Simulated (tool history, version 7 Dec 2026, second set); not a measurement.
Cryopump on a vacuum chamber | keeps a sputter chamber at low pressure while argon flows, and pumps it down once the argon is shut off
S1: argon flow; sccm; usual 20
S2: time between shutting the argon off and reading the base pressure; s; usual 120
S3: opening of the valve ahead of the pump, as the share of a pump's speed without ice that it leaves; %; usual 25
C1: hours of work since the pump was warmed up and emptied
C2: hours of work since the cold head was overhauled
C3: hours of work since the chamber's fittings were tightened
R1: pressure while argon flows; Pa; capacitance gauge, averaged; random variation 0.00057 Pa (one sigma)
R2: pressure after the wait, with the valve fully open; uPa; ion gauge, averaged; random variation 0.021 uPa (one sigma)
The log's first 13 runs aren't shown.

run	hour	S1	S2	S3	C1	C2	C3	R1	R2
14	889.2	20	120	44	816	816	1059	0.0465	1.44
15	974.5	20	120	44	860	860	1103	0.0473	1.57
# hour 999.4: pump warmed up, emptied and cooled again
16	1036	32	120	25	19	889	1132	0.1094	1.14
17	1109.6	32	120	25	56	927	1169	0.1078	1.16
18	1178.1	32	120	25	92	962	1204	0.1101	1.21
19	1218.4	36	27	25	112	982	1225	0.1236	1.92
20	1301	9	27	25	154	1025	1267	0.0319	1.93
21	1382.1	9	27	25	196	1066	1309	0.0308	2.06
22	1440.5	11	26	40	226	1096	1339	0.0235	2.07
23	1517.2	15	54	31	265	1135	1378	0.0421	1.63
24	1590.8	9	66	28	303	1173	1416	0.0288	1.6
25	1679.2	20	60	32	348	1218	1461	0.0559	1.72
26	1716.4	20	60	32	367	1237	1480	0.0565	1.77
27	1782.3	12	245	17	401	1271	1514	0.0625	1.54
28	1833.1	34	78	25	427	1297	1540	0.1215	1.75
29	1907	34	78	25	465	1335	1577	0.1225	1.78
30	1970.3	34	78	25	497	1367	1610	0.122	1.86
31	2015.2	18	120	25	520	1390	1633	0.0659	1.81
32	2093.3	18	120	25	560	1430	1673	0.0655	1.91
33	2162.9	20	52	49	596	1466	1709	0.0396	2.18

3 ways to go on from here, each from the tool as it stands after run 33. What would each give?
A	2208.3	18	52	26	619	1489	1732	?	?
B	2208.3	29	45	49	619	1489	1732	?	?
C	2208.3	14	42	35	619	1489	1732	?	?

run	R1	R2
A	0.0649	2.17
B	0.0574	2.32
C	0.0379	2.33
Without the tool's hidden state the same runs would have given:
run	R1	R2
A	0.0599	0.56
B	0.0494	0.65
C	0.034	0.69
